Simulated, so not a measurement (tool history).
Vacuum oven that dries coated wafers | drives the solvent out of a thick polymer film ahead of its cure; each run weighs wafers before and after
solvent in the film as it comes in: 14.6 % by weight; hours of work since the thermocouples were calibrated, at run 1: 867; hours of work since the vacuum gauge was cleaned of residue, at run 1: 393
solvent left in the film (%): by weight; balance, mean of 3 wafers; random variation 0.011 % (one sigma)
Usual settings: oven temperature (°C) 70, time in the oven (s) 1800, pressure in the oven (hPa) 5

run	hour	oven temperature (°C)	time in the oven (s)	pressure in the oven (hPa)	hours of work since the thermocouples were calibrated	hours of work since the vacuum gauge was cleaned of residue	solvent left in the film (%)
1	0	70	1800	5	867	393	1.32
2	85.1	70	1800	5	902	429	1.32
3	185.4	59	1800	5	944	471	4.09
4	282.5	70	1800	5	985	512	1.29
5	377.9	70	1800	5	1025	552	1.31
6	418.8	70	1800	5	1042	569	1.32
7	484.1	70	1800	5	1070	597	1.32
8	574	70	1800	5	1108	634	1.34
9	638.9	70	1800	5	1135	662	1.31
10	683.4	70	1800	5	1154	680	1.32
11	744.5	70	1800	5	1179	706	1.3
12	810.1	70	1800	5	1207	734	1.34
13	876.6	70	1080	5	1235	762	3.05
# hour 937.3: oven's thermocouples calibrated
14	954.5	70	1080	5	7	793	3.06
15	1014.3	70	1560	5	32	819	1.72
16	1079.1	70	1560	5	60	846	1.73
17	1140.5	58	1560	5	85	872	4.96
18	1183.2	58	1560	5	103	890	5.01
19	1240.2	76	1800	12.38	127	913	0.77
20	1312.8	76	1800	12.38	158	944	0.75
21	1406.2	55	2520	17.47	197	983	4.63
22	1469.2	73	3120	5	223	1010	0.25
23	1547.7	70	2340	8.29	256	1043	0.87
24	1621.8	72	1860	4.34	287	1074	0.89
25	1667.1	72	1860	4.34	307	1093	0.91
26	1731.2	70	900	4.03	333	1120	3.79
27	1772.9	59	2880	19.66	351	1137	3.08
28	1825.3	70	2940	3.32	373	1159	0.39
29	1883.8	70	2880	6.14	398	1184	0.52
30	1944.6	70	2820	2.82	423	1209	0.41
31	1993.2	70	2820	2.82	443	1230	0.43
32	2080	70	960	10.57	480	1266	3.72
33	2149.7	70	2880	2.88	509	1295	0.4
34	2221.6	76	1140	13.26	539	1326	1.74
35	2272.4	70	2400	5	561	1347	0.72

Forecast each of these 5 alternatives for the next run:
A	2371.4	58	1080	5	602	1389	?
B	2371.4	70	2580	7.27	602	1389	?
C	2371.4	82	2400	13.94	602	1389	?
D	2371.4	70	1740	7.31	602	1389	?
E	2371.4	62	1080	6.92	602	1389	?

run	solvent left in the film (%)
A	6.47
B	0.72
C	0.38
D	1.51
E	5.4
Without the tool's hidden state the same runs would have given:
run	solvent left in the film (%)
A	6.47
B	0.71
C	0.38
D	1.5
E	5.4

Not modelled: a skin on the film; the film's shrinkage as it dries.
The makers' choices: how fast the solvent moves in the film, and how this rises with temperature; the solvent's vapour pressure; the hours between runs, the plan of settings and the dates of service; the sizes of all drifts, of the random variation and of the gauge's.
